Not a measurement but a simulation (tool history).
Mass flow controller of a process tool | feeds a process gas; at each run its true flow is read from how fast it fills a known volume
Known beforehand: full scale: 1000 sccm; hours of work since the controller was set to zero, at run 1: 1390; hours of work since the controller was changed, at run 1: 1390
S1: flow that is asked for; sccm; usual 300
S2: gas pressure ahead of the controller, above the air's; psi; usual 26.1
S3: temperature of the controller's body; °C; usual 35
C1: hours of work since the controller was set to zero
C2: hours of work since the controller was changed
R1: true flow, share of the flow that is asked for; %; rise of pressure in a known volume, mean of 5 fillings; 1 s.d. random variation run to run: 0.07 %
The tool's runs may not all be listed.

run,hour,S1,S2,S3,C1,C2,R1
1,0,300,26.1,35,1390,1390,97.29
2,101,300,26.1,35,1453,1453,97.22
3,183.5,300,26.1,35,1504,1504,97.06
4,240.3,300,26.1,35,1539,1539,97.07
5,357,300,26.1,35,1612,1612,97.16
6,409.9,300,26.1,35,1645,1645,97.03
7,476.6,300,26.1,27,1686,1686,98.08
8,547.8,300,26.1,35,1730,1730,97.17
9,657.6,300,26.1,35,1799,1799,97.17
10,750.6,300,26.1,35,1856,1856,97.15
11,861.2,300,23.1,35,1925,1925,97.26
12,950.4,300,26.1,35,1980,1980,97.14
13,1033,300,36.1,35,2032,2032,96.69
14,1136.2,300,36.1,35,2096,2096,96.73
15,1195.9,203,36.1,35,2133,2133,95.96
16,1281.6,203,36.1,35,2186,2186,96.05
17,1368.2,203,36.1,35,2240,2240,95.96
18,1460,300,26.1,28,2297,2297,97.74
# hour 1465.5: controller's zero set anew
19,1574.4,218,29,40,68,2368,95.23
20,1630.6,753,39.5,35,103,2403,97.77
21,1739.4,753,39.5,35,170,2470,97.89
22,1788.1,753,39.5,35,200,2501,97.83
23,1864.3,156,39.5,27,248,2548,95.07
# hour 1905.2: controller's zero set anew, once more
24,1934,300,35,28,18,2591,98.7
25,1987.9,300,35,28,51,2624,98.55
26,2096.9,426,34.2,36,119,2692,98.03
27,2202.1,728,26.1,35,184,2757,98.97
28,2277.4,754,32.5,23,231,2804,100.12
29,2354,337,39.6,22,279,2852,99.06
30,2436.5,577,35.7,22,330,2903,99.66
31,2511.5,200,30.9,30,377,2950,98.42
32,2577.5,235,26.1,30,418,2991,98.64
33,2687.7,235,26.1,26,486,3059,98.9

Selected run-to-run steps in R1, each split into two signed amounts: the part the tool would show with no hidden state at all (from settings, incoming material and random variation), and the remainder, which goes to the hidden state together with any gauge scatter not common to the measured and the hidden-state-free results:
Hidden state at play: flow at rest that the sensor doesn't see, % of full scale; true flow over the shown one, %; drift of the gauge itself on true_pct, %.
Run 19 -> 20: S1 218 -> 753, S2 29 -> 39.5, S3 40 -> 35. R1 +2.54 %: hidden state +1.56, all else +0.98.
Run 22 -> 23: S1 753 -> 156, S3 35 -> 27. R1 -2.76 %: hidden state -2.53, all else -0.23.
Run 23 -> 24: S1 156 -> 300, S2 39.5 -> 35, S3 27 -> 28, controller's zero set anew, once more. R1 +3.63 %: hidden state +3.19, all else +0.44.
